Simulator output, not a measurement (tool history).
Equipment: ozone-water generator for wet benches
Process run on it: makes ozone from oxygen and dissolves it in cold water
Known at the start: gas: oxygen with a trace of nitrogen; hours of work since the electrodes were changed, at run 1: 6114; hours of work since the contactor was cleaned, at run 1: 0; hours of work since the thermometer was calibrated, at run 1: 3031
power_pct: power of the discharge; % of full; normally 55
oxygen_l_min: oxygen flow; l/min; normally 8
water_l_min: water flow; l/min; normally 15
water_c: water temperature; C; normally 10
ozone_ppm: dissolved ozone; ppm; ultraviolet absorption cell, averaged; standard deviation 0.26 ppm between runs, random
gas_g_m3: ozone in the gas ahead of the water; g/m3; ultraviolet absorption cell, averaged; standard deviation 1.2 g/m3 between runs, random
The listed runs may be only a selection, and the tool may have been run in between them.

run    hour  power_pct  oxygen_l_min  water_l_min  water_c  hours of work since the electrodes were changed  hours of work since the contactor was cleaned  hours of work since the thermometer was calibrated  ozone_ppm  gas_g_m3
  1       0         55             8           15       10                                             6114                                              0                                                3031       33.2     189.5
       80.2  -- water thermometer calibrated
  2   108.3         55             8           15       10                                             6210                                             96                                                  25       32.9     189.2
  3   305.3         55             8           15       10                                             6386                                            272                                                 201       33.4     186.1
  4   513.4         55          6.26           15       10                                             6572                                            458                                                 387       33.3     211.1
  5   654.8         55          6.26           15       10                                             6698                                            584                                                 513       32.6     210.2
  6   819.9         55             8           15       10                                             6845                                            731                                                 660       32.3     182.8
  7   929.2         55             8           15        6                                             6943                                            829                                                 758       34.6     182.8
  8  1109.8         55             8           15        8                                             7104                                            990                                                 919       33.4     181.9
  9  1304.3         55             8           15        8                                             7278                                           1164                                                1092         33     180.4
 10  1488.8         55             8           15        8                                             7442                                           1328                                                1257       33.3     179.4
 11  1616.8         55             8           15        5                                             7556                                           1442                                                1371       34.4     180.1
 12  1818.7         55             8           15        5                                             7737                                           1623                                                1552       34.4       177
 13  2005.5         55         14.11           15       10                                             7903                                           1789                                                1718       28.2     131.3
 14  2124.5         69             8           15       10                                             8009                                           1895                                                1824       34.8     197.4
 15  2315.6         69             8           15       10                                             8180                                           2066                                                1995       34.2       196
 16  2463.7         69             8           15       10                                             8312                                           2198                                                2127       33.9     194.5
 17  2559.4         55             8           10       10                                             8398                                           2284                                                2213       37.8     174.4
 18    2778         70           6.2           14        6                                             8593                                           2479                                                2408       38.6     222.7
 19  2920.4         55          4.34           15       10                                             8720                                           2606                                                2535       30.6     236.6
 20  3047.1         55          6.24           13       10                                             8833                                           2719                                                2648       32.9     197.4
 21  3170.4         60          5.66           15       10                                             8943                                           2829                                                2758       31.3     211.6
 22  3379.7         60          5.66           15       10                                             9130                                           3016                                                2945       31.2     213.7
 23  3495.4         53             8           15        9                                             9233                                           3119                                                3048       29.5       166
     3569.2  -- water thermometer calibrated
 24  3607.6         45          4.74           22       11                                             9333                                           3219                                                  34       19.7     202.1
 25  3707.2         41          11.2           10        7                                             9422                                           3308                                                 123       31.6     121.6
 26  3909.9         41          11.2           10        7                                             9602                                           3488                                                 304       31.7     122.6
 27  4028.3         55          4.28           18       10                                             9708                                           3594                                                 410       25.4     236.3
     4090.8  -- electrodes of the discharge changed
 28  4166.9         55             8           22        9                                               68                                           3712                                                 528       30.5     221.3
 29  4335.8         55          7.25           22       10                                              219                                           3863                                                 679       29.7     233.6
 30    4445         68             8           14       10                                              316                                           3961                                                 776       45.9     251.3
 31  4618.7         65             8           15       10                                              471                                           4116                                                 931       42.1     244.7
 32    4786         65             8           15        6                                              620                                           4265                                                1080       44.9     243.2
 33    4879         45             8           11       10                                              703                                           4348                                                1163       39.6     191.4

Below are 4 alternative next runs, each starting from the tool's condition after run 33. Predict each:
  A  4978.3         55          5.75           15       10                                              792                                           4437                                                1252          ?         ?
  B  4978.3         85             8           13       13                                              792                                           4437                                                1252          ?         ?
  C  4978.3         55             8           12       10                                              792                                           4437                                                1252          ?         ?
  D  4978.3         45             8           11        6                                              792                                           4437                                                1252          ?         ?

run  ozone_ppm  gas_g_m3
  A       38.3     258.9
  B       51.1     286.8
  C         43     218.7
  D       42.7     192.1
With the hidden condition removed and each run's random variation left untouched, the same runs would have given:
run  ozone_ppm  gas_g_m3
  A       40.8     267.1
  B       54.9     298.9
  C       45.7     225.6
  D       45.1     197.3

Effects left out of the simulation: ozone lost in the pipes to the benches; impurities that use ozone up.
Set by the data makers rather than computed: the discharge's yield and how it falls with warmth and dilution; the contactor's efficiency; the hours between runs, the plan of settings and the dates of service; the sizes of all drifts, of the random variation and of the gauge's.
